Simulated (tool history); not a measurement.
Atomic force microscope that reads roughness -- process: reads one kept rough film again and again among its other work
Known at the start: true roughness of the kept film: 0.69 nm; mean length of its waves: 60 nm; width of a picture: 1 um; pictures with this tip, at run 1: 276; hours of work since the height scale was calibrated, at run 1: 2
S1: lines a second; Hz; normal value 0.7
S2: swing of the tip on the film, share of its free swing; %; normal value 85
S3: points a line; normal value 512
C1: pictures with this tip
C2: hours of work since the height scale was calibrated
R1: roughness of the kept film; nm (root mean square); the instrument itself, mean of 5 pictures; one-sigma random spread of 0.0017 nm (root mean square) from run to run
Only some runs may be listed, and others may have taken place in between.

| run | hour | S1 | S2 | S3 | C1 | C2 | R1 |
|---|---|---|---|---|---|---|---|
| 1 | 0 | 0.7 | 85 | 512 | 276 | 2 | 0.626 |
| 2 | 5 | 0.7 | 82 | 512 | 281 | 5 | 0.63 |
| 3 | 11.7 | 0.7 | 82 | 822 | 287 | 8 | 0.631 |
| 4 | 19.7 | 0.7 | 82 | 822 | 295 | 12 | 0.631 |
| 5 | 28.3 | 0.7 | 85 | 512 | 303 | 16 | 0.623 |
| 6 | 33.3 | 0.7 | 85 | 950 | 308 | 18 | 0.623 |
| 7 | 39.3 | 0.7 | 85 | 512 | 314 | 21 | 0.624 |
| 8 | 44.3 | 0.7 | 85 | 512 | 319 | 24 | 0.624 |
| 9 | 48.9 | 0.818 | 85 | 512 | 324 | 26 | 0.615 |
| 10 | 54.2 | 0.818 | 85 | 512 | 329 | 29 | 0.615 |
| 11 | 63.5 | 1.563 | 85 | 512 | 338 | 33 | 0.568 |
| 12 | 71.1 | 0.701 | 85 | 512 | 345 | 37 | 0.622 |
|  | 72.7 | height scale calibrated on a step standard |
| 13 | 76.9 | 0.701 | 85 | 512 | 350 | 2 | 0.622 |
| 14 | 82.1 | 0.701 | 85 | 512 | 355 | 5 | 0.619 |
| 15 | 87.6 | 0.701 | 89 | 572 | 361 | 7 | 0.61 |
|  | 89.2 | height scale calibrated on a step standard, once more |
| 16 | 94.4 | 0.701 | 72 | 561 | 366 | 3 | 0.644 |
|  | 100.8 | new tip fitted |
| 17 | 103.3 | 2.456 | 70 | 670 | 2 | 7 | 0.602 |
| 18 | 109.5 | 0.726 | 58 | 837 | 8 | 10 | 0.673 |
| 19 | 118.6 | 0.7 | 85 | 336 | 17 | 14 | 0.628 |
| 20 | 123.1 | 0.7 | 85 | 336 | 22 | 16 | 0.63 |
| 21 | 129.7 | 0.7 | 85 | 336 | 28 | 20 | 0.626 |
| 22 | 137.2 | 0.7 | 85 | 336 | 36 | 23 | 0.627 |
| 23 | 142.2 | 3.435 | 85 | 716 | 40 | 26 | 0.485 |
| 24 | 149 | 3.435 | 85 | 716 | 47 | 29 | 0.484 |
| 25 | 153.5 | 0.922 | 69 | 536 | 52 | 31 | 0.649 |
| 26 | 160.7 | 1.019 | 61 | 512 | 59 | 35 | 0.66 |
| 27 | 166 | 1.019 | 62 | 688 | 64 | 37 | 0.658 |
| 28 | 174.3 | 1.019 | 62 | 688 | 72 | 41 | 0.659 |

Across each entry between runs, compare the hidden state at the last listed run before it with the hidden state at the first listed run after it:
Between runs 12 and 13: height scale calibrated on a step standard (hour 72.7)
  radius of the tip, nm: 30.7 -> 31; height scale over the true one, %: 0.07 -> 0.11
  what was measured, less what the result would be without the hidden state, R1: -0.009 -> -0.009 nm (root mean square)
Between runs 15 and 16: height scale calibrated on a step standard, once more (hour 89.2)
  radius of the tip, nm: 31.6 -> 31.9; height scale over the true one, %: 0.11 -> 0.04
  what was measured, less what the result would be without the hidden state, R1: -0.01 -> -0.011 nm (root mean square)
Between runs 16 and 17: new tip fitted (hour 100.8)
  radius of the tip, nm: 31.9 -> 10.4; height scale over the true one, %: 0.04 -> 0.03
  what was measured, less what the result would be without the hidden state, R1: -0.011 -> +0 nm (root mean square)
